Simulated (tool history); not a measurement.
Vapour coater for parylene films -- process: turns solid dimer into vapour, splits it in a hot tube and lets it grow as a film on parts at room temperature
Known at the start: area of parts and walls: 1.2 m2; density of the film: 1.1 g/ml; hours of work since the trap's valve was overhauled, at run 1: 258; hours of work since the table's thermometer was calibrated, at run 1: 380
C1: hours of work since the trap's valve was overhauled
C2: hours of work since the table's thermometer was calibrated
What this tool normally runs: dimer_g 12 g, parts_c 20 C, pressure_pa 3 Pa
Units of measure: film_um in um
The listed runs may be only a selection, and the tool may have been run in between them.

{"run": 1, "day": 0.0, "dimer_g": 12, "parts_c": 20, "pressure_pa": 3, "C1": 258, "C2": 380, "film_um": 6.98}
{"run": 2, "day": 0.512, "dimer_g": 12, "parts_c": 20, "pressure_pa": 3, "C1": 266, "C2": 388, "film_um": 6.92}
{"run": 3, "day": 1.062, "dimer_g": 12, "parts_c": 20, "pressure_pa": 3, "C1": 274, "C2": 397, "film_um": 7.01}
{"run": 4, "day": 1.504, "dimer_g": 12, "parts_c": 20, "pressure_pa": 3, "C1": 281, "C2": 403, "film_um": 6.88}
{"day": 2.262, "done": "trap's valve overhauled"}
{"run": 5, "day": 2.425, "dimer_g": 19, "parts_c": 20, "pressure_pa": 3, "C1": 3, "C2": 415, "film_um": 11.58}
{"run": 6, "day": 3.146, "dimer_g": 19, "parts_c": 20, "pressure_pa": 3, "C1": 14, "C2": 426, "film_um": 11.68}
{"run": 7, "day": 3.492, "dimer_g": 12, "parts_c": 20, "pressure_pa": 3, "C1": 19, "C2": 431, "film_um": 7.38}
{"run": 8, "day": 3.892, "dimer_g": 12, "parts_c": 20, "pressure_pa": 3, "C1": 25, "C2": 437, "film_um": 7.28}
{"run": 9, "day": 4.667, "dimer_g": 8, "parts_c": 20, "pressure_pa": 3, "C1": 37, "C2": 449, "film_um": 4.89}
{"run": 10, "day": 5.483, "dimer_g": 8, "parts_c": 20, "pressure_pa": 3, "C1": 49, "C2": 462, "film_um": 4.96}
{"run": 11, "day": 6.117, "dimer_g": 12, "parts_c": 20, "pressure_pa": 3, "C1": 59, "C2": 471, "film_um": 7.26}
{"run": 12, "day": 6.833, "dimer_g": 12, "parts_c": 20, "pressure_pa": 3, "C1": 70, "C2": 482, "film_um": 7.27}
{"run": 13, "day": 7.529, "dimer_g": 12, "parts_c": 20, "pressure_pa": 3, "C1": 81, "C2": 493, "film_um": 7.27}
{"run": 14, "day": 7.904, "dimer_g": 12, "parts_c": 20, "pressure_pa": 3, "C1": 86, "C2": 499, "film_um": 7.23}
{"run": 15, "day": 8.567, "dimer_g": 20, "parts_c": 20, "pressure_pa": 3, "C1": 96, "C2": 509, "film_um": 12.09}
{"run": 16, "day": 8.962, "dimer_g": 20, "parts_c": 20, "pressure_pa": 3, "C1": 102, "C2": 515, "film_um": 12.09}
{"run": 17, "day": 9.5, "dimer_g": 11, "parts_c": 15, "pressure_pa": 5.8, "C1": 111, "C2": 523, "film_um": 7.38}
{"run": 18, "day": 10.333, "dimer_g": 11, "parts_c": 15, "pressure_pa": 5.8, "C1": 123, "C2": 536, "film_um": 7.33}
{"run": 19, "day": 11.029, "dimer_g": 7, "parts_c": 29, "pressure_pa": 6.9, "C1": 134, "C2": 547, "film_um": 2.47}
{"run": 20, "day": 11.638, "dimer_g": 7, "parts_c": 29, "pressure_pa": 6.9, "C1": 143, "C2": 556, "film_um": 2.47}
{"run": 21, "day": 12.217, "dimer_g": 9, "parts_c": 13, "pressure_pa": 3.61, "C1": 152, "C2": 565, "film_um": 6.46}
{"run": 22, "day": 12.767, "dimer_g": 11, "parts_c": 20, "pressure_pa": 9.46, "C1": 161, "C2": 573, "film_um": 5.34}
{"run": 23, "day": 13.308, "dimer_g": 17, "parts_c": 19, "pressure_pa": 9.46, "C1": 169, "C2": 581, "film_um": 8.57}
{"run": 24, "day": 14.117, "dimer_g": 17, "parts_c": 19, "pressure_pa": 9.46, "C1": 181, "C2": 594, "film_um": 8.53}
{"run": 25, "day": 14.688, "dimer_g": 17, "parts_c": 19, "pressure_pa": 9.46, "C1": 190, "C2": 603, "film_um": 8.69}
{"run": 26, "day": 15.125, "dimer_g": 12, "parts_c": 14, "pressure_pa": 11.66, "C1": 197, "C2": 609, "film_um": 7.18}
{"run": 27, "day": 15.738, "dimer_g": 12, "parts_c": 14, "pressure_pa": 11.66, "C1": 206, "C2": 619, "film_um": 7.2}
{"run": 28, "day": 16.212, "dimer_g": 6, "parts_c": 12, "pressure_pa": 7.78, "C1": 213, "C2": 626, "film_um": 4.17}
{"run": 29, "day": 16.612, "dimer_g": 14, "parts_c": 23, "pressure_pa": 3, "C1": 219, "C2": 632, "film_um": 7.02}

Describe how what the log doesn't record of the tool's condition differs between the last listed run preceding each entry between runs and the first listed run following it.
Logged between run 4 and run 5: trap's valve overhauled (day 2.262)
  vapour lost through the trap's worn valve, %: 6.7 -> 0.6; true temperature of the parts over the reading, C: 0.25 -> 0.26
  the result without the hidden state subtracted from the measured one, film_um: -0.58 -> -0.2 um

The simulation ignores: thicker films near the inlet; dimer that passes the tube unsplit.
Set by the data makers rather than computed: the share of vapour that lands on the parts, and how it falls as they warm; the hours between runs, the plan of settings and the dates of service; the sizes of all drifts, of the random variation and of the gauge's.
